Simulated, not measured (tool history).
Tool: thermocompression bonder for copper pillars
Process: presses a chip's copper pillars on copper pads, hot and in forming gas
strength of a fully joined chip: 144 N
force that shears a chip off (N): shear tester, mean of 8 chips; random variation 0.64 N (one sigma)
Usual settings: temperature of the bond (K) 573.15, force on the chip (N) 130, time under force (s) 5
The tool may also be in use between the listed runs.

run	hour	temperature of the bond (K)	force on the chip (N)	time under force (s)	force that shears a chip off (N)
1	0.0	573.15	130	5	102.0
2	11.5	573.15	130	5	101.8
3	19.7	573.15	130	5	103.3
4	28.5	566.15	130	5	95.2
# hour 31.2: force cell calibrated
5	35.6	566.15	130	5	96.0
6	41.8	566.15	130	5	95.0
7	51.3	573.15	119	5	97.9
# hour 54.2: force cell calibrated, once more
8	58.9	573.15	119	10	114.1
9	66.5	578.15	166	6	116.9
10	75.0	569.15	122	9	108.2
11	81.2	558.15	88	5	70.0
12	86.7	578.15	190	12	132.5

Forecast each of these 3 alternatives for the next run:
A	94.8	573.15	161	5	?
B	94.8	578.15	153	5	?
C	94.8	548.15	190	12	?

run	force that shears a chip off (N)
A	109.0
B	110.7
C	113.3
Without the tool's hidden state the same runs would have given:
run	force that shears a chip off (N)
A	112.9
B	114.6
C	117.4
